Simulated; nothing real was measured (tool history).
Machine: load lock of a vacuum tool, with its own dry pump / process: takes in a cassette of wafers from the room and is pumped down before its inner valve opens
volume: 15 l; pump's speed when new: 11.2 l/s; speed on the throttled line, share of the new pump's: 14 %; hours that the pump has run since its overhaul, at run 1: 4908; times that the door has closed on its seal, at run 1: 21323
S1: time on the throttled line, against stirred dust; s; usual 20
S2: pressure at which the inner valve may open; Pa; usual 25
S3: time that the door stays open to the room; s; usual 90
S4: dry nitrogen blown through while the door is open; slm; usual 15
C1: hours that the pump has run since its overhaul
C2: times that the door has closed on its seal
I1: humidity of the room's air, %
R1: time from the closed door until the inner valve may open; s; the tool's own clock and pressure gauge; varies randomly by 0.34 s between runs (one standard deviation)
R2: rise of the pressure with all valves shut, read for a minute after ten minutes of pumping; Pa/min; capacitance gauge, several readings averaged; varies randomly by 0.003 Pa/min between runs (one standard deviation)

{"run": 1, "hour": 0.0, "S1": 20, "S2": 25, "S3": 90, "S4": 15, "C1": 4908, "C2": 21323, "I1": 43.6, "R1": 29.4, "R2": 0.142}
{"run": 2, "hour": 309.6, "S1": 20, "S2": 25, "S3": 90, "S4": 15, "C1": 5218, "C2": 22278, "I1": 44.7, "R1": 29.1, "R2": 0.157}
{"run": 3, "hour": 633.7, "S1": 21, "S2": 25, "S3": 90, "S4": 15, "C1": 5542, "C2": 23277, "I1": 45.1, "R1": 30.3, "R2": 0.164}
{"run": 4, "hour": 900.0, "S1": 21, "S2": 25, "S3": 90, "S4": 15, "C1": 5808, "C2": 24099, "I1": 45.1, "R1": 30.5, "R2": 0.168}
{"run": 5, "hour": 1276.1, "S1": 21, "S2": 25, "S3": 90, "S4": 15, "C1": 6184, "C2": 25258, "I1": 44.9, "R1": 30.5, "R2": 0.176}
{"run": 6, "hour": 1657.0, "S1": 21, "S2": 25, "S3": 90, "S4": 15, "C1": 6565, "C2": 26433, "I1": 45.8, "R1": 31.2, "R2": 0.196}
{"run": 7, "hour": 1963.4, "S1": 20, "S2": 25, "S3": 90, "S4": 15, "C1": 6872, "C2": 27378, "I1": 43.3, "R1": 29.3, "R2": 0.2}
{"run": 8, "hour": 2423.9, "S1": 20, "S2": 25, "S3": 90, "S4": 11, "C1": 7332, "C2": 28798, "I1": 47.3, "R1": 30, "R2": 0.211}
{"run": 9, "hour": 2715.2, "S1": 20, "S2": 25, "S3": 90, "S4": 11, "C1": 7624, "C2": 29696, "I1": 43.9, "R1": 29.1, "R2": 0.231}
{"run": 10, "hour": 3160.9, "S1": 20, "S2": 25, "S3": 90, "S4": 11, "C1": 8069, "C2": 31071, "I1": 44.7, "R1": 29.2, "R2": 0.247}
{"hour": 3619.5, "done": "door's seal changed, seat wiped"}
{"run": 11, "hour": 3626.8, "S1": 20, "S2": 25, "S3": 90, "S4": 11, "C1": 8534, "C2": 22, "I1": 43.4, "R1": 29.4, "R2": 0.034}
{"run": 12, "hour": 3921.5, "S1": 20, "S2": 25, "S3": 90, "S4": 11, "C1": 8828, "C2": 931, "I1": 44.8, "R1": 30, "R2": 0.048}
{"run": 13, "hour": 4277.4, "S1": 20, "S2": 25, "S3": 90, "S4": 15, "C1": 9184, "C2": 2029, "I1": 46.9, "R1": 30.5, "R2": 0.041}
{"run": 14, "hour": 4706.8, "S1": 20, "S2": 25, "S3": 90, "S4": 15, "C1": 9614, "C2": 3353, "I1": 43.9, "R1": 30.3, "R2": 0.044}
{"run": 15, "hour": 5118.9, "S1": 20, "S2": 25, "S3": 90, "S4": 15, "C1": 10026, "C2": 4624, "I1": 43, "R1": 30.5, "R2": 0.046}
{"run": 16, "hour": 5544.5, "S1": 20, "S2": 25, "S3": 90, "S4": 15, "C1": 10451, "C2": 5937, "I1": 40, "R1": 30.9, "R2": 0.055}
{"run": 17, "hour": 5906.8, "S1": 24, "S2": 35, "S3": 90, "S4": 9, "C1": 10814, "C2": 7054, "I1": 45.3, "R1": 33.2, "R2": 0.069}
{"run": 18, "hour": 6321.5, "S1": 20, "S2": 49, "S3": 90, "S4": 41, "C1": 11228, "C2": 8333, "I1": 42, "R1": 29.1, "R2": 0.048}
{"run": 19, "hour": 6756.1, "S1": 12, "S2": 33, "S3": 161, "S4": 19, "C1": 11663, "C2": 9673, "I1": 46, "R1": 23.1, "R2": 0.072}
{"run": 20, "hour": 7130.3, "S1": 20, "S2": 25, "S3": 90, "S4": 5, "C1": 12037, "C2": 10827, "I1": 40.6, "R1": 30.8, "R2": 0.082}
{"run": 21, "hour": 7409.0, "S1": 20, "S2": 25, "S3": 57, "S4": 8, "C1": 12316, "C2": 11687, "I1": 44.7, "R1": 30.3, "R2": 0.086}
{"run": 22, "hour": 7646.3, "S1": 38, "S2": 41, "S3": 90, "S4": 4, "C1": 12553, "C2": 12418, "I1": 43.8, "R1": 44.6, "R2": 0.105}
{"run": 23, "hour": 8015.3, "S1": 20, "S2": 21, "S3": 59, "S4": 15, "C1": 12922, "C2": 13556, "I1": 45.9, "R1": 32.1, "R2": 0.086}
{"run": 24, "hour": 8487.9, "S1": 20, "S2": 25, "S3": 207, "S4": 12, "C1": 13395, "C2": 15014, "I1": 48.4, "R1": 31.4, "R2": 0.109}
{"run": 25, "hour": 8734.8, "S1": 20, "S2": 25, "S3": 207, "S4": 12, "C1": 13642, "C2": 15775, "I1": 41.6, "R1": 31, "R2": 0.107}
{"hour": 9007.6, "done": "dry pump taken out, an overhauled one fitted"}
{"run": 26, "hour": 9142.7, "S1": 20, "S2": 25, "S3": 207, "S4": 12, "C1": 135, "C2": 17015, "I1": 43.8, "R1": 28.7, "R2": 0.121}
{"run": 27, "hour": 9423.1, "S1": 20, "S2": 25, "S3": 207, "S4": 12, "C1": 415, "C2": 17879, "I1": 45.9, "R1": 28.2, "R2": 0.137}
{"run": 28, "hour": 9765.5, "S1": 27, "S2": 29, "S3": 160, "S4": 12, "C1": 758, "C2": 18935, "I1": 45.6, "R1": 34.4, "R2": 0.145}
{"run": 29, "hour": 10002.7, "S1": 27, "S2": 29, "S3": 160, "S4": 5, "C1": 995, "C2": 19667, "I1": 42.9, "R1": 33.9, "R2": 0.149}
{"run": 30, "hour": 10208.3, "S1": 33, "S2": 49, "S3": 103, "S4": 37, "C1": 1201, "C2": 20301, "I1": 45.4, "R1": 38.4, "R2": 0.13}
{"run": 31, "hour": 10657.2, "S1": 20, "S2": 29, "S3": 90, "S4": 39, "C1": 1650, "C2": 21685, "I1": 46.4, "R1": 28.6, "R2": 0.145}

5 ways to go on from here, each from the tool as it stands after run 31. What would each give?
{"run": "A", "hour": 10985.2, "S1": 10, "S2": 25, "S3": 90, "S4": 17, "C1": 1978, "C2": 22697, "I1": 47.1, "R1": "?", "R2": "?"}
{"run": "B", "hour": 10985.2, "S1": 20, "S2": 29, "S3": 66, "S4": 39, "C1": 1978, "C2": 22697, "I1": 43.3, "R1": "?", "R2": "?"}
{"run": "C", "hour": 10985.2, "S1": 20, "S2": 29, "S3": 208, "S4": 18, "C1": 1978, "C2": 22697, "I1": 44.4, "R1": "?", "R2": "?"}
{"run": "D", "hour": 10985.2, "S1": 20, "S2": 29, "S3": 90, "S4": 42, "C1": 1978, "C2": 22697, "I1": 45.9, "R1": "?", "R2": "?"}
{"run": "E", "hour": 10985.2, "S1": 21, "S2": 18, "S3": 90, "S4": 8, "C1": 1978, "C2": 22697, "I1": 41.5, "R1": "?", "R2": "?"}

run=A R1=20.4 R2=0.156
run=B R1=28.8 R2=0.147
run=C R1=27.5 R2=0.17
run=D R1=28.8 R2=0.15
run=E R1=29.3 R2=0.168
Had the tool no hidden state, the same runs would have come out as:
run=A R1=20 R2=0.029
run=B R1=28.5 R2=0.02
run=C R1=27.2 R2=0.043
run=D R1=28.5 R2=0.024
run=E R1=28.9 R2=0.044

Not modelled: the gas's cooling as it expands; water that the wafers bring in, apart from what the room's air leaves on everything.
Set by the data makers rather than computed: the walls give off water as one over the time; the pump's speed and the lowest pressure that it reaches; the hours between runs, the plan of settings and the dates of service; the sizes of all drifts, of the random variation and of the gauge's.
